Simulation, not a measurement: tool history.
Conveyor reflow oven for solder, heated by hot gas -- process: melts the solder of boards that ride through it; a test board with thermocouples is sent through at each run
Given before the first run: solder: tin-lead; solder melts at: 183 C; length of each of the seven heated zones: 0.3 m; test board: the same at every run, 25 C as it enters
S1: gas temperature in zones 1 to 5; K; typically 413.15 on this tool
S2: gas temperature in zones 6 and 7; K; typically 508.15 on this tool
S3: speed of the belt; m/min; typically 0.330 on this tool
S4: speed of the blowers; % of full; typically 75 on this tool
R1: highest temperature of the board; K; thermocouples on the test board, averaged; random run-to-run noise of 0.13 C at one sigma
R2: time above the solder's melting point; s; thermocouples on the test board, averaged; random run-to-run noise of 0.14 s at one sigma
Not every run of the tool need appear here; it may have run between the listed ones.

run 1 day=0.000 | S1=413.15 S2=508.15 S3=0.330 S4=75 | R1=492.75 R2=85.8
run 2 day=0.567 | S1=413.15 S2=508.15 S3=0.330 S4=56 | R1=487.55 R2=78.2
run 3 day=1.150 | S1=413.15 S2=508.15 S3=0.330 S4=56 | R1=487.45 R2=78.4
run 4 day=1.858 | S1=413.15 S2=508.15 S3=0.330 S4=56 | R1=487.25 R2=78.2
run 5 day=2.517 | S1=413.15 S2=508.15 S3=0.330 S4=75 | R1=492.65 R2=85.5
run 6 day=2.938 | S1=413.15 S2=508.15 S3=0.330 S4=75 | R1=492.45 R2=85.4
run 7 day=3.588 | S1=413.15 S2=508.15 S3=0.330 S4=75 | R1=492.55 R2=85.8
run 8 day=4.300 | S1=413.15 S2=508.15 S3=0.330 S4=75 | R1=492.25 R2=85.4
run 9 day=4.738 | S1=413.15 S2=508.15 S3=0.330 S4=75 | R1=492.35 R2=85.3
run 10 day=5.367 | S1=413.15 S2=522.15 S3=0.330 S4=75 | R1=504.65 R2=96.3
run 11 day=6.079 | S1=413.15 S2=502.15 S3=0.330 S4=75 | R1=486.95 R2=79.3
run 12 day=6.654 | S1=413.15 S2=508.15 S3=0.350 S4=75 | R1=490.45 R2=77.9
run 13 day=7.304 | S1=405.15 S2=508.15 S3=0.330 S4=75 | R1=490.75 R2=79.8
run 14 day=8.000 | S1=405.15 S2=508.15 S3=0.330 S4=75 | R1=490.75 R2=79.4
run 15 day=8.746 | S1=413.15 S2=508.15 S3=0.270 S4=75 | R1=497.65 R2=111.7
run 16 day=9.533 | S1=403.15 S2=497.15 S3=0.377 S4=65 | R1=473.45 R2=44.2
run 17 day=9.871 | S1=413.15 S2=508.15 S3=0.330 S4=55 | R1=486.35 R2=76.9
run 18 day=10.429 | S1=417.15 S2=511.15 S3=0.330 S4=73 | R1=494.65 R2=89.9
run 19 day=11.196 | S1=417.15 S2=511.15 S3=0.330 S4=73 | R1=494.85 R2=89.6
run 20 day=11.788 | S1=403.15 S2=521.15 S3=0.365 S4=65 | R1=494.35 R2=73.3
run 21 day=12.233 | S1=403.15 S2=521.15 S3=0.365 S4=65 | R1=493.85 R2=73.3
run 22 day=12.871 | S1=411.15 S2=497.15 S3=0.365 S4=65 | R1=476.25 R2=54.3
run 23 day=13.512 | S1=411.15 S2=497.15 S3=0.365 S4=68 | R1=477.15 R2=55.7
run 24 day=14.154 | S1=411.15 S2=497.15 S3=0.365 S4=68 | R1=477.05 R2=55.6
run 25 day=14.521 | S1=411.15 S2=515.15 S3=0.365 S4=83 | R1=495.65 R2=78.5
run 26 day=15.096 | S1=414.15 S2=508.15 S3=0.393 S4=75 | R1=485.75 R2=64.1
-- day=15.475 flux residue cleaned out of gas plates and filters
run 27 day=15.800 | S1=406.15 S2=508.15 S3=0.393 S4=58 | R1=479.75 R2=52.1
run 28 day=16.546 | S1=420.15 S2=508.15 S3=0.330 S4=75 | R1=493.95 R2=91.2
run 29 day=16.929 | S1=409.15 S2=517.15 S3=0.300 S4=51 | R1=496.15 R2=95.3
run 30 day=17.371 | S1=405.15 S2=508.15 S3=0.316 S4=75 | R1=492.45 R2=86.4

Branching from run 30: 4 alternative next runs. What would each branch give?
run A day=17.983 | S1=417.15 S2=501.15 S3=0.330 S4=75 | R1=? R2=?
run B day=17.983 | S1=416.15 S2=508.15 S3=0.298 S4=75 | R1=? R2=?
run C day=17.983 | S1=413.15 S2=510.15 S3=0.330 S4=75 | R1=? R2=?
run D day=17.983 | S1=405.15 S2=508.15 S3=0.316 S4=65 | R1=? R2=?

run=A R1=486.95 R2=82.3
run=B R1=495.85 R2=101.4
run=C R1=494.45 R2=87.7
run=D R1=489.85 R2=82.3
With the hidden condition removed and each run's random variation left untouched, the same runs would have given:
run=A R1=487.35 R2=82.1
run=B R1=496.25 R2=100.9
run=C R1=494.85 R2=87.3
run=D R1=490.25 R2=82.0
